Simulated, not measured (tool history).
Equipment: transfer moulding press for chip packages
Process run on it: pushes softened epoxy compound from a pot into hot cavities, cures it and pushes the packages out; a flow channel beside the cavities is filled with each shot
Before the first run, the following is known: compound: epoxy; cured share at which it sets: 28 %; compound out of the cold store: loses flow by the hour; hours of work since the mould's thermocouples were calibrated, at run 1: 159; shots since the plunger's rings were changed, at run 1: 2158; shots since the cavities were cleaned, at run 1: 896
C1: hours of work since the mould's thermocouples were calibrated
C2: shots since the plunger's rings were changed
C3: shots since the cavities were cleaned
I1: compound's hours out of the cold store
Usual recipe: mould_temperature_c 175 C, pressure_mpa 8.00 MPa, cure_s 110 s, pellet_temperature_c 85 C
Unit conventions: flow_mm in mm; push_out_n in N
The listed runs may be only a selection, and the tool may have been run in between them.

Run 1, hour 0.0: usual settings; C1 159; C2 2158; C3 896; I1 27.6. Result: flow_mm 922 mm, push_out_n 632 N.
Run 2, hour 8.3: usual settings; C1 163; C2 2226; C3 964; I1 32.2. Result: flow_mm 894 mm, push_out_n 660 N.
At hour 17.0: cavities cleaned with cleaning compound and waxed.
Run 3, hour 23.8: usual settings; C1 170; C2 2341; C3 57; I1 34.5. Result: flow_mm 879 mm, push_out_n 467 N.
Run 4, hour 30.8: usual settings; C1 174; C2 2398; C3 114; I1 27.4. Result: flow_mm 918 mm, push_out_n 497 N.
Run 5, hour 38.6: usual settings; C1 178; C2 2461; C3 177; I1 29.9. Result: flow_mm 902 mm, push_out_n 506 N.
Run 6, hour 50.0: usual settings; C1 183; C2 2555; C3 271; I1 24.2. Result: flow_mm 936 mm, push_out_n 535 N.
Run 7, hour 59.1: usual settings; C1 188; C2 2629; C3 345; I1 23.0. Result: flow_mm 938 mm, push_out_n 555 N.
Run 8, hour 70.5: usual settings; C1 194; C2 2723; C3 439; I1 11.0. Result: flow_mm 1007 mm, push_out_n 585 N.
Run 9, hour 79.5: usual settings but pressure_mpa 7.17 MPa; C1 198; C2 2796; C3 512; I1 26.5. Result: flow_mm 866 mm, push_out_n 599 N.
Run 10, hour 89.5: usual settings but pressure_mpa 7.17 MPa; C1 203; C2 2879; C3 595; I1 47.4. Result: flow_mm 764 mm, push_out_n 596 N.
Run 11, hour 96.4: usual settings but pressure_mpa 7.17 MPa; C1 206; C2 2935; C3 651; I1 26.6. Result: flow_mm 868 mm, push_out_n 610 N.
Run 12, hour 102.6: usual settings but pressure_mpa 7.17 MPa, cure_s 133 s; C1 209; C2 2986; C3 702; I1 47.9. Result: flow_mm 762 mm, push_out_n 582 N.
Run 13, hour 114.4: usual settings but pressure_mpa 7.40 MPa, cure_s 107 s, pellet_temperature_c 94 C; C1 215; C2 3082; C3 798; I1 18.0. Result: flow_mm 919 mm, push_out_n 639 N.
Run 14, hour 124.5: usual settings but pressure_mpa 7.40 MPa, cure_s 107 s, pellet_temperature_c 94 C; C1 220; C2 3165; C3 881; I1 14.5. Result: flow_mm 949 mm, push_out_n 653 N.
Run 15, hour 132.5: usual settings but mould_temperature_c 181 C, pressure_mpa 8.61 MPa; C1 224; C2 3231; C3 947; I1 40.7. Result: flow_mm 846 mm, push_out_n 603 N.
At hour 142.3: cavities cleaned with cleaning compound and waxed.
Run 16, hour 142.3: usual settings but pressure_mpa 6.94 MPa, cure_s 144 s; C1 228; C2 3299; C3 0; I1 19.1. Result: flow_mm 883 mm, push_out_n 427 N.
Run 17, hour 152.3: usual settings but mould_temperature_c 168 C, pressure_mpa 6.50 MPa, cure_s 143 s, pellet_temperature_c 93 C; C1 233; C2 3380; C3 81; I1 9.1. Result: flow_mm 948 mm, push_out_n 491 N.
Run 18, hour 160.6: usual settings but mould_temperature_c 173 C; C1 237; C2 3449; C3 150; I1 29.1. Result: flow_mm 904 mm, push_out_n 524 N.
Run 19, hour 171.2: usual settings but mould_temperature_c 168 C, pressure_mpa 6.82 MPa, pellet_temperature_c 84 C; C1 243; C2 3535; C3 236; I1 43.2. Result: flow_mm 786 mm, push_out_n 648 N.
Run 20, hour 181.3: usual settings but mould_temperature_c 167 C, pressure_mpa 6.82 MPa, cure_s 148 s, pellet_temperature_c 84 C; C1 248; C2 3618; C3 319; I1 38.1. Result: flow_mm 812 mm, push_out_n 546 N.
Run 21, hour 195.9: usual settings but mould_temperature_c 167 C, pressure_mpa 7.23 MPa, cure_s 117 s, pellet_temperature_c 95 C; C1 255; C2 3738; C3 439; I1 32.9. Result: flow_mm 859 mm, push_out_n 706 N.
Run 22, hour 210.4: usual settings but mould_temperature_c 167 C, pressure_mpa 7.23 MPa, cure_s 117 s, pellet_temperature_c 95 C; C1 262; C2 3856; C3 557; I1 47.9. Result: flow_mm 778 mm, push_out_n 657 N.
Run 23, hour 223.0: usual settings but mould_temperature_c 167 C, pressure_mpa 7.23 MPa, cure_s 117 s, pellet_temperature_c 95 C; C1 268; C2 3960; C3 661; I1 41.3. Result: flow_mm 816 mm, push_out_n 752 N.
Run 24, hour 234.2: usual settings but mould_temperature_c 181 C, pellet_temperature_c 78 C; C1 274; C2 4051; C3 752; I1 40.1. Result: flow_mm 813 mm, push_out_n 609 N.

Had the tool no unlogged condition, and each run kept its random variation, what would the results have been?
The tool's hidden condition here consists of: true mould temperature over the reading, C; pressure that reaches the compound, % of what is set; grip of the stained cavities, % over clean ones'; drift of the gauge itself on flow_mm, %; drift of the gauge itself on push_out_n, %.
run  flow_mm  push_out_n
  1      946         435
  2      918         449
  3      904         438
  4      945         448
  5      929         438
  6      965         440
  7      969         440
  8     1041         448
  9      896         447
 10      791         432
 11      899         440
 12      790         412
 13      955         441
 14      986         445
 15      880         407
 16      919         418
 17      988         454
 18      943         464
 19      821         549
 20      849         442
 21      899         548
 22      816         491
 23      858         548
 24      855         428

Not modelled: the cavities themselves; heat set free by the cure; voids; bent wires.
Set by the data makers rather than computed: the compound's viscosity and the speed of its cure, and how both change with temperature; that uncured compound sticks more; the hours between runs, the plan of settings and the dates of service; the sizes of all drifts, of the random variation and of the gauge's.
